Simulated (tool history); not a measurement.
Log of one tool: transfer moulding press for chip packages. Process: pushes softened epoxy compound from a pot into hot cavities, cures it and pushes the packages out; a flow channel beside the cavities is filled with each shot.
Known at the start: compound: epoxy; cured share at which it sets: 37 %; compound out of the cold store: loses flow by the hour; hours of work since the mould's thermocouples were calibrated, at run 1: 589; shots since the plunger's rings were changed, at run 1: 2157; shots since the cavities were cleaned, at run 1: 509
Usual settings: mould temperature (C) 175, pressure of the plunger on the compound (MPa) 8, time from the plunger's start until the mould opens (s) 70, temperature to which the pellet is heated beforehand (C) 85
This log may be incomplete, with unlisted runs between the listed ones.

run,day,mould temperature (C),pressure of the plunger on the compound (MPa),time from the plunger's start until the mould opens (s),temperature to which the pellet is heated beforehand (C),hours of work since the mould's thermocouples were calibrated,shots since the plunger's rings were changed,shots since the cavities were cleaned,incoming compound's hours out of the cold store,length that the compound runs in the flow channel (mm),greatest force on the pins that push the packages out (N)
1,0,175,8,70,85,589,2157,509,8.6,801,839
# day 1.033: cavities cleaned with cleaning compound and waxed
2,1.258,175,8,70,85,611,2723,107,43.4,714,572
# day 3.042: plunger's sealing rings changed
# day 3.329: cavities cleaned with cleaning compound and waxed
3,3.921,175,7.53,70,85,657,386,279,24.4,760,699
# day 4.262: mould's thermocouples calibrated
# day 5.621: cavities cleaned with cleaning compound and waxed
4,6.775,175,8,81,85,45,1666,545,16.6,787,699
# day 7.804: cavities cleaned with cleaning compound and waxed
5,8.912,175,8,70,85,83,2648,525,27.1,754,781
# day 9.946: cavities cleaned with cleaning compound and waxed
# day 11.067: plunger's sealing rings changed
6,11.267,180,8,70,85,124,96,576,10,810,727
# day 12.158: cavities cleaned with cleaning compound and waxed
# day 14.233: cavities cleaned with cleaning compound and waxed
7,14.233,180,8,100,85,176,1439,0,38.6,734,415
8,15.65,180,8,100,85,202,2109,670,33.5,737,718
# day 16.358: cavities cleaned with cleaning compound and waxed
9,17.658,175,8,70,85,238,3028,615,14.1,777,818
# day 18.575: cavities cleaned with cleaning compound and waxed
# day 18.833: plunger's sealing rings changed
10,19.633,175,8,70,85,271,379,451,21.6,786,772
# day 20.871: cavities cleaned with cleaning compound and waxed
11,22.008,175,9.15,70,85,314,1471,538,18.4,839,800
# day 23.062: cavities cleaned with cleaning compound and waxed
12,24.042,180,7.76,70,91,350,2403,463,28.2,730,646
# day 25.304: cavities cleaned with cleaning compound and waxed
13,25.625,180,7.76,83,91,378,3122,152,13.2,762,520
# day 26.704: plunger's sealing rings changed
# day 27.512: cavities cleaned with cleaning compound and waxed
14,28.283,175,8,70,95,424,717,364,12,804,679
# day 29.642: cavities cleaned with cleaning compound and waxed
15,30.892,175,8,63,86,471,1920,591,33,746,963
# day 31.738: cavities cleaned with cleaning compound and waxed
16,32.933,168,8.52,85,86,507,2856,566,22.4,796,863
# day 33.867: cavities cleaned with cleaning compound and waxed
# day 34.638: plunger's sealing rings changed
17,35.538,168,8.52,100,86,552,424,738,20.1,825,733
# day 36.079: cavities cleaned with cleaning compound and waxed
# day 38.154: cavities cleaned with cleaning compound and waxed
18,38.512,175,8.43,86,85,605,1773,170,35.1,764,532
# day 40.35: cavities cleaned with cleaning compound and waxed
19,41.458,175,8.43,86,85,658,3135,525,45.8,730,684

Forecast each of these 4 alternatives for the next run:
# day 41.754: mould's thermocouples calibrated
# day 42.667: plunger's sealing rings changed
# day 42.729: cavities cleaned with cleaning compound and waxed
A,44.375,176,8,70,85,45,777,777,20.2,?,?
# day 41.754: mould's thermocouples calibrated
# day 42.667: plunger's sealing rings changed
# day 42.729: cavities cleaned with cleaning compound and waxed
B,44.375,173,6.92,70,90,45,777,777,22.8,?,?
# day 41.754: mould's thermocouples calibrated
# day 42.667: plunger's sealing rings changed
# day 42.729: cavities cleaned with cleaning compound and waxed
C,44.375,167,6.26,86,85,45,777,777,37.1,?,?
# day 41.754: mould's thermocouples calibrated
# day 42.667: plunger's sealing rings changed
# day 42.729: cavities cleaned with cleaning compound and waxed
D,44.375,181,7.83,75,85,45,777,777,31.2,?,?

run,length that the compound runs in the flow channel (mm),greatest force on the pins that push the packages out (N)
A,782,820
B,730,870
C,672,848
D,747,716
Had the tool no hidden state, the same runs would have come out as:
run,length that the compound runs in the flow channel (mm),greatest force on the pins that push the packages out (N)
A,790,458
B,738,489
C,679,472
D,754,396
